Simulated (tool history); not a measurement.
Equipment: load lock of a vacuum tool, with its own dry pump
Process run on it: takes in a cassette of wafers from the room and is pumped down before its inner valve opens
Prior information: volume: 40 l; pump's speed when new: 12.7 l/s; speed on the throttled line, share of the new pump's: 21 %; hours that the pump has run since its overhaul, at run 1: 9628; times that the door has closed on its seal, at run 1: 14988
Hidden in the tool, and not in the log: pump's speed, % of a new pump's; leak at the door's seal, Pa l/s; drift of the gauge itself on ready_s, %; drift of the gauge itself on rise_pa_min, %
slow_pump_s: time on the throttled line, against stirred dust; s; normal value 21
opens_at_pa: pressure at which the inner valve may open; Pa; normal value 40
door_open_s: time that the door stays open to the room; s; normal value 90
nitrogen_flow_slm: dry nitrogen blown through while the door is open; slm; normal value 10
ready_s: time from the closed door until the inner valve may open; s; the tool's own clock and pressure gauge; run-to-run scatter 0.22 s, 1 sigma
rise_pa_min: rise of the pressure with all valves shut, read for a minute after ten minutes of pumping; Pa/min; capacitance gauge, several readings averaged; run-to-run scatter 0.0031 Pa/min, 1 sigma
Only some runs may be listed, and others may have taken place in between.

| run | day | slow_pump_s | opens_at_pa | door_open_s | nitrogen_flow_slm | hours that the pump has run since its overhaul | times that the door has closed on its seal | incoming humidity of the room's air, % | ready_s | rise_pa_min |
|---|---|---|---|---|---|---|---|---|---|---|
| 1 | 0 | 21 | 40 | 90 | 10 | 9628 | 14988 | 44 | 45.6 | 0.127 |
| 2 | 8.346 | 21 | 40 | 90 | 10 | 9828 | 15266 | 47.3 | 45.5 | 0.128 |
| 3 | 19.788 | 21 | 40 | 90 | 12 | 10103 | 15649 | 47 | 46.2 | 0.126 |
| 4 | 29.85 | 21 | 40 | 90 | 12 | 10344 | 15985 | 44.9 | 46.2 | 0.129 |
| 5 | 36.717 | 21 | 40 | 90 | 12 | 10509 | 16214 | 47.7 | 46.3 | 0.133 |
|  | 44.062 | dry pump taken out, an overhauled one fitted |
| 6 | 47.062 | 21 | 75 | 90 | 10 | 72 | 16551 | 43.8 | 39.1 | 0.133 |
| 7 | 52.996 | 21 | 40 | 90 | 10 | 214 | 16749 | 41.2 | 41 | 0.136 |
| 8 | 63.058 | 21 | 40 | 90 | 10 | 456 | 17085 | 45.7 | 41 | 0.136 |
| 9 | 71.9 | 21 | 40 | 90 | 10 | 668 | 17381 | 46.2 | 41.2 | 0.148 |
| 10 | 82.196 | 21 | 40 | 90 | 10 | 915 | 17725 | 44.7 | 41.3 | 0.147 |
| 11 | 90.767 | 21 | 40 | 90 | 10 | 1121 | 18011 | 48.7 | 41.8 | 0.15 |
| 12 | 97.379 | 21 | 40 | 90 | 10 | 1280 | 18232 | 44.7 | 41.6 | 0.145 |
| 13 | 106.888 | 21 | 40 | 90 | 10 | 1508 | 18549 | 47.3 | 42.2 | 0.16 |
| 14 | 117.088 | 21 | 40 | 90 | 10 | 1753 | 18890 | 48.5 | 42.1 | 0.16 |
| 15 | 127.667 | 21 | 40 | 90 | 10 | 2007 | 19243 | 46.7 | 41.6 | 0.159 |
| 16 | 135.075 | 21 | 40 | 90 | 10 | 2184 | 19491 | 42.2 | 42 | 0.155 |
| 17 | 143.279 | 21 | 40 | 90 | 10 | 2381 | 19765 | 43.8 | 42.2 | 0.161 |
| 18 | 153.771 | 21 | 40 | 48 | 10 | 2633 | 20115 | 44.8 | 42.4 | 0.141 |
| 19 | 159.833 | 21 | 40 | 48 | 10 | 2779 | 20318 | 43.8 | 42.3 | 0.14 |
| 20 | 164.892 | 21 | 40 | 48 | 10 | 2900 | 20487 | 43.1 | 42.4 | 0.144 |
| 21 | 172.7 | 15 | 40 | 90 | 10 | 3087 | 20747 | 47.2 | 37.6 | 0.17 |
| 22 | 177.312 | 10 | 35 | 51 | 35 | 3198 | 20901 | 45.7 | 34.1 | 0.127 |
| 23 | 186.738 | 32 | 35 | 69 | 5 | 3424 | 21216 | 46.4 | 51.1 | 0.179 |
| 24 | 191.879 | 15 | 53 | 137 | 10 | 3548 | 21388 | 43.6 | 37 | 0.189 |
| 25 | 201.758 | 32 | 40 | 55 | 29 | 3785 | 21718 | 47.7 | 51.2 | 0.141 |
| 26 | 209.971 | 35 | 31 | 55 | 7 | 3982 | 21992 | 43.7 | 54.1 | 0.166 |
| 27 | 221.421 | 35 | 31 | 55 | 7 | 4257 | 22375 | 44 | 54.3 | 0.168 |
| 28 | 226.988 | 14 | 48 | 124 | 5 | 4390 | 22560 | 46.3 | 36.7 | 0.222 |
| 29 | 237.017 | 14 | 48 | 124 | 5 | 4631 | 22896 | 44.9 | 36.9 | 0.224 |
| 30 | 246.008 | 38 | 77 | 39 | 10 | 4847 | 23196 | 44.5 | 53.8 | 0.165 |
| 31 | 256.529 | 10 | 62 | 90 | 5 | 5099 | 23547 | 44.1 | 33.4 | 0.2 |
| 32 | 265.983 | 10 | 62 | 90 | 5 | 5326 | 23863 | 43.4 | 33.4 | 0.205 |
| 33 | 270.617 | 21 | 37 | 90 | 8 | 5437 | 24018 | 43.1 | 43.5 | 0.189 |
| 34 | 275.342 | 32 | 53 | 90 | 8 | 5551 | 24176 | 44.9 | 51.2 | 0.203 |
| 35 | 283.725 | 32 | 53 | 90 | 8 | 5752 | 24456 | 44.3 | 50.8 | 0.206 |
| 36 | 293.917 | 32 | 53 | 90 | 6 | 5997 | 24796 | 46.3 | 51.1 | 0.209 |

5 options for the next run, each taken on its own from the tool as it stands now. Forecast them:
| A | 300.512 | 21 | 64 | 90 | 10 | 6155 | 25016 | 45.3 | ? | ? |
| B | 300.512 | 32 | 53 | 224 | 6 | 6155 | 25016 | 41.8 | ? | ? |
| C | 300.512 | 16 | 53 | 66 | 23 | 6155 | 25016 | 47.9 | ? | ? |
| D | 300.512 | 24 | 31 | 90 | 6 | 6155 | 25016 | 45.3 | ? | ? |
| E | 300.512 | 27 | 49 | 90 | 19 | 6155 | 25016 | 43.3 | ? | ? |

| run | ready_s | rise_pa_min |
|---|---|---|
| A | 42 | 0.198 |
| B | 51.4 | 0.261 |
| C | 39.1 | 0.173 |
| D | 46.9 | 0.219 |
| E | 47.5 | 0.179 |
Without the tool's hidden state the same runs would have given:
| run | ready_s | rise_pa_min |
|---|---|---|
| A | 39.7 | 0.058 |
| B | 49.3 | 0.121 |
| C | 36.6 | 0.033 |
| D | 44.4 | 0.074 |
| E | 45.2 | 0.037 |
